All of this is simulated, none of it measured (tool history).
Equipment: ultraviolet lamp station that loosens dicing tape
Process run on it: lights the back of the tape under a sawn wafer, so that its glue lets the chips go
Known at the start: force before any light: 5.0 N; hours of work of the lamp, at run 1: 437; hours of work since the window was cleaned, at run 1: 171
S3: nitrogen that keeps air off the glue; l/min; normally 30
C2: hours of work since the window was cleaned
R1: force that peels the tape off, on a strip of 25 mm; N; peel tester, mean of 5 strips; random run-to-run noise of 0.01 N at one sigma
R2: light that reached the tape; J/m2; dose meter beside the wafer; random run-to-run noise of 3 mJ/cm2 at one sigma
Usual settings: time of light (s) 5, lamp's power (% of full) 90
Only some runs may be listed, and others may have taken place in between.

run 1 hour=0.0 | time_of_light_(s)=5 lamp's_power_(%_of_full)=90 S3=30 | hours_of_work_of_the_lamp=437 C2=171 | R1=0.558 R2=3860
run 2 hour=18.4 | time_of_light_(s)=5 lamp's_power_(%_of_full)=92 S3=30 | hours_of_work_of_the_lamp=446 C2=180 | R1=0.554 R2=3900
run 3 hour=30.1 | time_of_light_(s)=2 lamp's_power_(%_of_full)=90 S3=30 | hours_of_work_of_the_lamp=452 C2=186 | R1=1.922 R2=1530
run 4 hour=39.2 | time_of_light_(s)=5 lamp's_power_(%_of_full)=90 S3=30 | hours_of_work_of_the_lamp=457 C2=191 | R1=0.562 R2=3690
run 5 hour=53.9 | time_of_light_(s)=5 lamp's_power_(%_of_full)=90 S3=30 | hours_of_work_of_the_lamp=464 C2=198 | R1=0.558 R2=3790
run 6 hour=73.0 | time_of_light_(s)=5 lamp's_power_(%_of_full)=90 S3=30 | hours_of_work_of_the_lamp=474 C2=208 | R1=0.574 R2=3780
run 7 hour=94.5 | time_of_light_(s)=5 lamp's_power_(%_of_full)=90 S3=19 | hours_of_work_of_the_lamp=485 C2=219 | R1=0.740 R2=3690
run 8 hour=112.4 | time_of_light_(s)=5 lamp's_power_(%_of_full)=90 S3=30 | hours_of_work_of_the_lamp=494 C2=228 | R1=0.573 R2=3730
run 9 hour=131.5 | time_of_light_(s)=5 lamp's_power_(%_of_full)=90 S3=30 | hours_of_work_of_the_lamp=503 C2=237 | R1=0.585 R2=3740
run 10 hour=141.8 | time_of_light_(s)=5 lamp's_power_(%_of_full)=90 S3=30 | hours_of_work_of_the_lamp=508 C2=242 | R1=0.587 R2=3720
run 11 hour=163.2 | time_of_light_(s)=5 lamp's_power_(%_of_full)=78 S3=46 | hours_of_work_of_the_lamp=519 C2=253 | R1=0.641 R2=3190
run 12 hour=182.0 | time_of_light_(s)=5 lamp's_power_(%_of_full)=94 S3=30 | hours_of_work_of_the_lamp=529 C2=263 | R1=0.549 R2=3900
run 13 hour=201.1 | time_of_light_(s)=5 lamp's_power_(%_of_full)=94 S3=30 | hours_of_work_of_the_lamp=538 C2=272 | R1=0.558 R2=3780
run 14 hour=220.6 | time_of_light_(s)=5 lamp's_power_(%_of_full)=94 S3=30 | hours_of_work_of_the_lamp=548 C2=282 | R1=0.533 R2=3790
run 15 hour=240.6 | time_of_light_(s)=7 lamp's_power_(%_of_full)=74 S3=10 | hours_of_work_of_the_lamp=558 C2=292 | R1=0.831 R2=4150
run 16 hour=249.8 | time_of_light_(s)=2 lamp's_power_(%_of_full)=74 S3=10 | hours_of_work_of_the_lamp=563 C2=297 | R1=2.824 R2=1170
run 17 hour=262.0 | time_of_light_(s)=10 lamp's_power_(%_of_full)=63 S3=33 | hours_of_work_of_the_lamp=569 C2=303 | R1=0.326 R2=5110
run 18 hour=271.0 | time_of_light_(s)=5 lamp's_power_(%_of_full)=76 S3=12 | hours_of_work_of_the_lamp=573 C2=307 | R1=1.233 R2=3070
run 19 hour=292.6 | time_of_light_(s)=5 lamp's_power_(%_of_full)=76 S3=12 | hours_of_work_of_the_lamp=584 C2=318 | R1=1.186 R2=3030
run 20 hour=304.6 | time_of_light_(s)=5 lamp's_power_(%_of_full)=92 S3=20 | hours_of_work_of_the_lamp=590 C2=324 | R1=0.720 R2=3630

Predict each of these 4 candidate next runs independently; none follows another, all start after run 20:
run A hour=324.0 | time_of_light_(s)=5 lamp's_power_(%_of_full)=92 S3=20 | hours_of_work_of_the_lamp=600 C2=334 | R1=? R2=?
run B hour=324.0 | time_of_light_(s)=5 lamp's_power_(%_of_full)=83 S3=30 | hours_of_work_of_the_lamp=600 C2=334 | R1=? R2=?
run C hour=324.0 | time_of_light_(s)=5 lamp's_power_(%_of_full)=90 S3=14 | hours_of_work_of_the_lamp=600 C2=334 | R1=? R2=?
run D hour=324.0 | time_of_light_(s)=5 lamp's_power_(%_of_full)=69 S3=30 | hours_of_work_of_the_lamp=600 C2=334 | R1=? R2=?

run=A R1=0.724 R2=3670
run=B R1=0.709 R2=3280
run=C R1=0.911 R2=3600
run=D R1=0.927 R2=2730
What these runs would have given with no unlogged condition in the tool:
run=A R1=0.516 R2=4470
run=B R1=0.510 R2=3990
run=C R1=0.665 R2=4380
run=D R1=0.680 R2=3320
